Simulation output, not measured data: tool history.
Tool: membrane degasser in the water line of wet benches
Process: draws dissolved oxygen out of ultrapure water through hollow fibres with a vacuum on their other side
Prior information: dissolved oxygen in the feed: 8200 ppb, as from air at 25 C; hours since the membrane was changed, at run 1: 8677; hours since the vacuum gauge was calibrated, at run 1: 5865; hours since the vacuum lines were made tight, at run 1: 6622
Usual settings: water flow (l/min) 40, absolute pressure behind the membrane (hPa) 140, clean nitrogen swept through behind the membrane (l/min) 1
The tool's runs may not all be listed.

run,day,water flow (l/min),absolute pressure behind the membrane (hPa),clean nitrogen swept through behind the membrane (l/min),hours since the membrane was changed,hours since the vacuum gauge was calibrated,hours since the vacuum lines were made tight,dissolved oxygen in the water behind the degasser (ppb),pressure that the water loses in the fibres (hPa)
1,0,40,140,1,8677,5865,6622,815.7,298.6
2,7.225,54,140,1,8850,6038,6795,1025.9,406.3
3,13.362,40,140,1,8997,6186,6942,815.7,300.1
4,20.867,40,140,1,9177,6366,7123,820.6,300.3
5,30.117,40,140,1,9399,6588,7345,818.6,299.2
6,38.967,40,140,1,9612,6800,7557,822.7,303
# day 45.125: seals of the vacuum lines changed
7,47.492,40,140,1,9814,7003,57,814.9,303.9
8,53.575,40,140,1,9960,7149,203,818.5,304.4
9,61.462,40,140,1,10150,7338,392,816.4,303.3
10,71.504,40,140,1,10391,7579,633,826.7,305.5
11,81.308,40,140,1,10626,7814,868,824.3,305.2
12,86.638,40,140,1,10754,7942,996,824.1,304.3
# day 94.221: vacuum gauge calibrated
13,96.029,40,140,1,10979,43,1221,835.7,305.4
14,102.467,40,140,1,11133,198,1376,834.1,305
15,107.35,40,140,1,11251,315,1493,831.6,303.2
16,114.029,24,140,1,11411,475,1653,563.5,184.3
17,120.971,40,257,1,11577,642,1820,1567.3,307.3
18,131.492,40,257,2,11830,895,2072,929.2,308.6
# day 136.496: vacuum gauge calibrated, once more
19,136.862,62,222,2.56,11958,9,2201,919.9,473.2
20,143.908,37,100,1.02,12127,178,2370,482.3,280.1
21,152.662,58,166,0.98,12338,388,2580,1283.6,442.9
22,158.571,31,219,1.93,12479,530,2722,644.9,239.7
23,165.267,31,219,1.93,12640,691,2882,642.2,237.2
24,171.317,40,168,1.94,12785,836,3028,590.5,307.1
25,181.312,40,313,2.57,13025,1076,3268,908.4,305.4
26,187.054,36,133,1.43,13163,1213,3405,527.8,276.7
# day 195.725: membrane cartridge changed
27,196.217,36,133,1.43,12,1429,3621,524.2,262.4
28,206.021,36,133,1.43,247,1665,3857,528.9,261.7
29,214.75,25,137,0.52,457,1874,4066,891.9,180.7
30,224.929,40,94,1.66,701,2118,4310,322.6,291.9
31,230.754,40,94,1.63,841,2258,4450,329.8,288.9
32,237.679,41,139,1.63,1007,2424,4616,557.5,296.5

A few steps of dissolved oxygen in the water behind the degasser (ppb) between consecutive runs. Split each: what settings, incoming material and random variation would produce without the hidden state, and what is left over for the hidden state, along with gauge scatter present in only one of the two compared results (measured, and without hidden state):
Hidden conditions of the tool in this case: membrane still open, %; true pressure behind the membrane over the reading, kPa; air that leaks in behind the membrane, l/min; drift of the gauge itself on oxygen_ppb, %; drift of the gauge itself on loss_of_pressure_kpa, %.
Run 12 -> 13: vacuum gauge calibrated. dissolved oxygen in the water behind the degasser (ppb) +11.6: hidden state +12.3, all else -0.7.
Run 15 -> 16: water flow (l/min) 40 -> 24. dissolved oxygen in the water behind the degasser (ppb) -268.1: hidden state -9.2, all else -258.9.
Run 16 -> 17: water flow (l/min) 24 -> 40, absolute pressure behind the membrane (hPa) 140 -> 257. dissolved oxygen in the water behind the degasser (ppb) +1003.8: hidden state +6, all else +997.8.
Run 18 -> 19: water flow (l/min) 40 -> 62, absolute pressure behind the membrane (hPa) 257 -> 222, clean nitrogen swept through behind the membrane (l/min) 2 -> 2.56, vacuum gauge calibrated, once more. dissolved oxygen in the water behind the degasser (ppb) -9.3: hidden state -18.3, all else +9.
Run 20 -> 21: water flow (l/min) 37 -> 58, absolute pressure behind the membrane (hPa) 100 -> 166, clean nitrogen swept through behind the membrane (l/min) 1.02 -> 0.98. dissolved oxygen in the water behind the degasser (ppb) +801.3: hidden state +1.2, all else +800.1.
Run 21 -> 22: water flow (l/min) 58 -> 31, absolute pressure behind the membrane (hPa) 166 -> 219, clean nitrogen swept through behind the membrane (l/min) 0.98 -> 1.93. dissolved oxygen in the water behind the degasser (ppb) -638.7: hidden state +2.7, all else -641.4.
